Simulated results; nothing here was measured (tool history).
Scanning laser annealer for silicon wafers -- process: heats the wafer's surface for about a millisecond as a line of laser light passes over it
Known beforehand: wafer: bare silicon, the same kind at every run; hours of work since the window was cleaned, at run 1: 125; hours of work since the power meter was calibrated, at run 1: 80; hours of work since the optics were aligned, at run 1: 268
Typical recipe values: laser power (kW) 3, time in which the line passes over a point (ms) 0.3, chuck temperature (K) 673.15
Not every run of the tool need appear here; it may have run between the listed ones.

run,hour,laser power (kW),time in which the line passes over a point (ms),chuck temperature (K),hours of work since the window was cleaned,hours of work since the power meter was calibrated,hours of work since the optics were aligned,highest temperature of the surface (K)
1,0,3,0.3,673.15,125,80,268,1410.15
2,7.3,3,0.3,659.15,130,86,274,1394.15
3,19.6,3,0.3,659.15,139,95,283,1396.15
4,25.5,3,0.3,698.15,143,99,287,1436.15
5,31.2,3,0.3,698.15,148,103,291,1436.15
6,42.4,3,0.3,698.15,156,111,300,1434.15
7,52.5,3,0.3,698.15,163,119,307,1433.15
8,63.4,3,0.3,698.15,171,127,315,1432.15
9,72.2,2.921,0.3,636.15,178,133,321,1345.15
10,80.4,2.755,0.3,696.15,184,139,327,1354.15
11,89.9,2.755,0.3,696.15,191,146,334,1353.15
12,100,3.085,0.3,643.15,198,154,342,1411.15
13,112.2,3.085,0.3,643.15,207,163,351,1406.15

Below are 5 alternative next runs, each starting from the tool's condition after run 13. Predict each:
A,123.8,2.839,0.274,659.15,215,171,359,?
B,123.8,3,0.211,708.15,215,171,359,?
C,123.8,3.085,0.247,686.15,215,171,359,?
D,123.8,3.085,0.264,709.15,215,171,359,?
E,123.8,3.044,0.3,662.15,215,171,359,?

run,highest temperature of the surface (K)
A,1308.15
B,1306.15
C,1365.15
D,1418.15
E,1411.15
With the hidden condition removed and each run's random variation left untouched, the same runs would have given:
run,highest temperature of the surface (K)
A,1308.15
B,1307.15
C,1366.15
D,1418.15
E,1412.15

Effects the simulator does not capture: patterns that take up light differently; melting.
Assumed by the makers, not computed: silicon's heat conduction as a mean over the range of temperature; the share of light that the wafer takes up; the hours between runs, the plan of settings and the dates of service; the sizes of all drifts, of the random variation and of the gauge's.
